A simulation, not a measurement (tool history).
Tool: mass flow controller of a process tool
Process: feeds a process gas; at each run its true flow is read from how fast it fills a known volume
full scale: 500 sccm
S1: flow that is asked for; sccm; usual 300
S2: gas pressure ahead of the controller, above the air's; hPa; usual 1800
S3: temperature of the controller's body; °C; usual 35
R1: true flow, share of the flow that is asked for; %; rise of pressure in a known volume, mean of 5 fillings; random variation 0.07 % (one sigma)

{"run": 1, "day": 0.0, "S1": 300, "S2": 1800, "S3": 35, "R1": 100.18}
{"run": 2, "day": 19.9, "S1": 300, "S2": 1800, "S3": 35, "R1": 100.37}
{"run": 3, "day": 42.138, "S1": 190, "S2": 1800, "S3": 35, "R1": 99.21}
{"run": 4, "day": 60.346, "S1": 190, "S2": 1800, "S3": 35, "R1": 99.28}
{"run": 5, "day": 70.496, "S1": 300, "S2": 1800, "S3": 35, "R1": 100.5}
{"run": 6, "day": 90.171, "S1": 300, "S2": 1800, "S3": 23, "R1": 100.03}
{"run": 7, "day": 101.317, "S1": 300, "S2": 1800, "S3": 23, "R1": 100.12}
{"run": 8, "day": 116.35, "S1": 300, "S2": 1800, "S3": 23, "R1": 99.97}
{"run": 9, "day": 130.579, "S1": 300, "S2": 1800, "S3": 35, "R1": 100.79}
{"run": 10, "day": 147.212, "S1": 482, "S2": 1800, "S3": 35, "R1": 102.39}
{"run": 11, "day": 158.229, "S1": 300, "S2": 1930, "S3": 35, "R1": 100.98}
{"run": 12, "day": 178.4, "S1": 300, "S2": 1930, "S3": 35, "R1": 100.94}
{"run": 13, "day": 199.262, "S1": 300, "S2": 1930, "S3": 35, "R1": 101.03}
{"run": 14, "day": 219.712, "S1": 300, "S2": 1930, "S3": 35, "R1": 101.15}
{"run": 15, "day": 229.658, "S1": 300, "S2": 1800, "S3": 35, "R1": 101.05}
{"run": 16, "day": 251.796, "S1": 300, "S2": 1800, "S3": 35, "R1": 101.16}
{"run": 17, "day": 268.317, "S1": 300, "S2": 1800, "S3": 35, "R1": 101.18}
{"run": 18, "day": 278.942, "S1": 300, "S2": 1800, "S3": 35, "R1": 101.19}
{"run": 19, "day": 289.158, "S1": 59, "S2": 1800, "S3": 35, "R1": 92.49}
{"run": 20, "day": 299.629, "S1": 247, "S2": 1800, "S3": 35, "R1": 100.51}
{"run": 21, "day": 314.208, "S1": 369, "S2": 1800, "S3": 35, "R1": 102.15}
{"run": 22, "day": 326.954, "S1": 300, "S2": 1980, "S3": 24, "R1": 100.83}
{"run": 23, "day": 340.738, "S1": 474, "S2": 1860, "S3": 22, "R1": 102.46}
{"day": 341.817, "done": "controller's zero set anew"}
{"run": 24, "day": 353.771, "S1": 474, "S2": 1860, "S3": 22, "R1": 103.67}
{"run": 25, "day": 373.079, "S1": 57, "S2": 2670, "S3": 22, "R1": 101.05}
{"run": 26, "day": 387.821, "S1": 57, "S2": 2370, "S3": 21, "R1": 100.62}
{"run": 27, "day": 400.146, "S1": 57, "S2": 2370, "S3": 21, "R1": 100.63}
{"day": 408.912, "done": "controller exchanged for a calibrated one"}
{"run": 28, "day": 411.362, "S1": 76, "S2": 2680, "S3": 21, "R1": 97.19}
{"run": 29, "day": 424.125, "S1": 76, "S2": 2680, "S3": 21, "R1": 97.21}
{"run": 30, "day": 446.696, "S1": 85, "S2": 2680, "S3": 21, "R1": 97.29}
{"run": 31, "day": 462.346, "S1": 271, "S2": 2010, "S3": 30, "R1": 99.06}
{"run": 32, "day": 473.475, "S1": 271, "S2": 1700, "S3": 38, "R1": 99.48}
{"run": 33, "day": 490.496, "S1": 300, "S2": 2000, "S3": 35, "R1": 99.5}
{"run": 34, "day": 512.408, "S1": 300, "S2": 2000, "S3": 35, "R1": 99.52}
{"run": 35, "day": 535.267, "S1": 257, "S2": 2000, "S3": 35, "R1": 99.33}
{"run": 36, "day": 558.054, "S1": 292, "S2": 2290, "S3": 31, "R1": 99.57}
{"run": 37, "day": 580.179, "S1": 292, "S2": 2290, "S3": 31, "R1": 99.65}
{"run": 38, "day": 603.704, "S1": 300, "S2": 1750, "S3": 35, "R1": 99.84}
{"run": 39, "day": 621.883, "S1": 300, "S2": 1580, "S3": 34, "R1": 99.9}
{"run": 40, "day": 632.925, "S1": 287, "S2": 1800, "S3": 24, "R1": 99.34}
{"run": 41, "day": 652.142, "S1": 85, "S2": 1460, "S3": 35, "R1": 96.81}

5 ways to go on from here, each from the tool as it stands after run 41. What would each give?
{"run": "A", "day": 674.754, "S1": 300, "S2": 1800, "S3": 36, "R1": "?"}
{"run": "B", "day": 674.754, "S1": 396, "S2": 1430, "S3": 35, "R1": "?"}
{"run": "C", "day": 674.754, "S1": 300, "S2": 2100, "S3": 22, "R1": "?"}
{"run": "D", "day": 674.754, "S1": 109, "S2": 1460, "S3": 35, "R1": "?"}
{"run": "E", "day": 674.754, "S1": 133, "S2": 1970, "S3": 23, "R1": "?"}

run=A R1=100.09
run=B R1=100.79
run=C R1=99.39
run=D R1=97.55
run=E R1=97.53
Without the tool's hidden state the same runs would have given:
run=A R1=99.37
run=B R1=99.86
run=C R1=98.67
run=D R1=98.3
run=E R1=97.86

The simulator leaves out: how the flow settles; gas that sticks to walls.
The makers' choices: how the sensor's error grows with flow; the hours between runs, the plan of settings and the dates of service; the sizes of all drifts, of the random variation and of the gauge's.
